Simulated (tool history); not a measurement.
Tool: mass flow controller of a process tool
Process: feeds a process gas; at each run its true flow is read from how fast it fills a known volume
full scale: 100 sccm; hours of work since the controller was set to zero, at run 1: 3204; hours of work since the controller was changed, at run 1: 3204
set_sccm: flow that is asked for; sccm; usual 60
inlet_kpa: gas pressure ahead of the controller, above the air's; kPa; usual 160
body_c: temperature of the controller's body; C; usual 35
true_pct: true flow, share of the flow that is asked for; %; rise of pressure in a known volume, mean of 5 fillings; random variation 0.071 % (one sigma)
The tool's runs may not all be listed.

run	day	set_sccm	inlet_kpa	body_c	hours of work since the controller was set to zero	hours of work since the controller was changed	true_pct
1	0	60	160	35	3204	3204	100.19
2	5.504	16	160	35	3268	3268	97.4
3	10.412	16	160	35	3325	3325	97.4
4	18.838	16	196	35	3423	3423	97.33
5	25.592	15	196	35	3501	3501	97.17
6	29.312	15	196	35	3544	3544	97.25
7	34.475	15	196	35	3604	3604	97.15
8	40.4	15	196	35	3673	3673	97.06
9	48.262	15	196	35	3764	3764	97.09
10	54.579	15	196	35	3837	3837	96.98
11	63.621	15	196	35	3942	3942	96.96
# day 64.183: controller's zero set anew
12	71.896	15	196	35	89	4038	95.82
13	77.033	14	196	35	149	4098	95.49
14	81.633	14	196	35	202	4151	95.45
15	87.146	60	176	35	266	4215	99.98
16	92.471	60	160	35	328	4277	100.04
# day 97.629: controller's zero set anew, once more
17	97.629	60	160	35	0	4336	101.23
18	102.846	19	160	35	61	4397	100.64
19	111.717	19	160	35	163	4500	100.69
20	117.875	19	140	34	235	4571	100.26
21	122.729	70	140	40	291	4628	101.8
22	126.521	30	199	20	335	4672	99.33
23	133.096	30	199	20	412	4748	99.26
24	141.133	11	159	26	505	4841	98.82
25	147.983	11	159	26	584	4921	98.9
26	152.617	16	189	37	638	4974	100.63
27	160.462	16	205	37	729	5066	100.64
28	168.358	15	175	22	821	5157	98.6
29	175.15	21	160	38	900	5236	100.67
30	180.104	11	202	31	957	5293	99.01
31	186.808	60	241	24	1035	5371	100.31
32	191.554	60	241	24	1090	5426	100.33
33	199.133	93	160	21	1178	5514	100.16
34	205.254	60	170	39	1249	5585	101.7
35	210.388	11	160	28	1308	5645	98.25
36	216.471	60	276	35	1379	5715	101.84
37	223.383	27	219	22	1459	5796	99.26
38	231.2	27	219	22	1550	5886	99.23

The same runs without the tool's hidden state, with the same run-to-run variation:
The hidden state here: flow at rest that the sensor doesn't see, % of full scale; true flow over the shown one, %; drift of the gauge itself on true_pct, %.
run	true_pct
1	100.34
2	99.88
3	99.91
4	99.91
5	100.04
6	100.14
7	100.09
8	100.05
9	100.15
10	100.1
11	100.16
12	99.97
13	100.04
14	100.05
15	100.39
16	100.46
17	100.38
18	99.91
19	100.01
20	99.63
21	100.94
22	98.61
23	98.57
24	98.72
25	98.89
26	100.35
27	100.42
28	98.49
29	100.33
30	99.4
31	99.51
32	99.53
33	99.26
34	100.91
35	99.05
36	101.06
37	98.96
38	98.97
